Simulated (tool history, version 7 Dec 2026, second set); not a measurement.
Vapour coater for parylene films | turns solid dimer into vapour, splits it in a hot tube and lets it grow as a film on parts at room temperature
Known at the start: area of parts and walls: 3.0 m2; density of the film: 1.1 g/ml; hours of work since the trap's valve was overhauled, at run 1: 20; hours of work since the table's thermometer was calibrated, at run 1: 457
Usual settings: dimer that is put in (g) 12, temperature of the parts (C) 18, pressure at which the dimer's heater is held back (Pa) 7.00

| run | day | dimer that is put in (g) | temperature of the parts (C) | pressure at which the dimer's heater is held back (Pa) | hours of work since the trap's valve was overhauled | hours of work since the table's thermometer was calibrated | thickness of the film (µm) |
|---|---|---|---|---|---|---|---|
| 1 | 0.000 | 12 | 18 | 7.00 | 20 | 457 | 2.20 |
| 2 | 0.458 | 12 | 18 | 7.00 | 28 | 465 | 2.18 |
| 3 | 0.871 | 15 | 18 | 7.00 | 34 | 471 | 2.74 |
| 4 | 1.600 | 7 | 18 | 7.00 | 46 | 483 | 1.29 |
| 5 | 2.292 | 7 | 18 | 7.00 | 58 | 494 | 1.27 |
| 6 | 3.050 | 12 | 18 | 7.00 | 70 | 507 | 2.19 |
| 7 | 3.608 | 12 | 18 | 7.00 | 79 | 516 | 2.17 |
| 8 | 4.125 | 12 | 18 | 7.00 | 87 | 524 | 2.21 |
| 9 | 4.646 | 12 | 18 | 7.00 | 96 | 533 | 2.19 |
| 10 | 5.267 | 12 | 18 | 7.00 | 106 | 543 | 2.19 |
| 11 | 5.704 | 12 | 18 | 7.00 | 113 | 550 | 2.18 |
| 12 | 6.112 | 12 | 18 | 7.00 | 119 | 556 | 2.20 |
| 13 | 6.679 | 12 | 18 | 7.00 | 129 | 566 | 2.20 |
| 14 | 7.267 | 12 | 18 | 7.00 | 138 | 575 | 2.16 |
| 15 | 7.654 | 12 | 18 | 7.00 | 144 | 581 | 2.19 |
|  | 7.875 | trap's valve overhauled |
| 16 | 8.375 | 11 | 15 | 7.00 | 8 | 590 | 2.12 |
| 17 | 8.721 | 18 | 25 | 10.25 | 14 | 596 | 2.47 |
| 18 | 9.221 | 18 | 25 | 10.25 | 22 | 604 | 2.43 |
| 19 | 9.754 | 10 | 18 | 7.00 | 31 | 613 | 1.79 |
| 20 | 10.188 | 10 | 26 | 5.27 | 38 | 620 | 1.49 |
| 21 | 10.888 | 10 | 26 | 5.27 | 49 | 631 | 1.46 |
|  | 11.104 | trap's valve overhauled, once more |
| 22 | 11.642 | 10 | 26 | 5.27 | 9 | 641 | 1.56 |
| 23 | 12.379 | 10 | 16 | 9.55 | 21 | 653 | 1.84 |
| 24 | 12.867 | 17 | 26 | 4.55 | 29 | 661 | 2.66 |
| 25 | 13.258 | 14 | 25 | 6.90 | 35 | 667 | 2.13 |
| 26 | 13.721 | 9 | 13 | 4.92 | 42 | 674 | 2.01 |
| 27 | 14.117 | 15 | 25 | 2.92 | 49 | 681 | 2.65 |
| 28 | 14.592 | 6 | 15 | 4.97 | 57 | 689 | 1.28 |
| 29 | 15.108 | 12 | 27 | 2.77 | 65 | 697 | 2.01 |

How the hidden state differs across the entries between the runs, from the last listed run before each to the first after it:
Between runs 15 and 16: trap's valve overhauled (day 7.875)
  vapour lost through the trap's worn valve, %: 2 -> 3
  measured less the result without the state, thickness of the film (µm): -0.07 -> -0.10
Between runs 21 and 22: trap's valve overhauled, once more (day 11.104)
  vapour lost through the trap's worn valve, %: 3.5 -> 0.4
  measured less the result without the state, thickness of the film (µm): -0.07 -> -0.03

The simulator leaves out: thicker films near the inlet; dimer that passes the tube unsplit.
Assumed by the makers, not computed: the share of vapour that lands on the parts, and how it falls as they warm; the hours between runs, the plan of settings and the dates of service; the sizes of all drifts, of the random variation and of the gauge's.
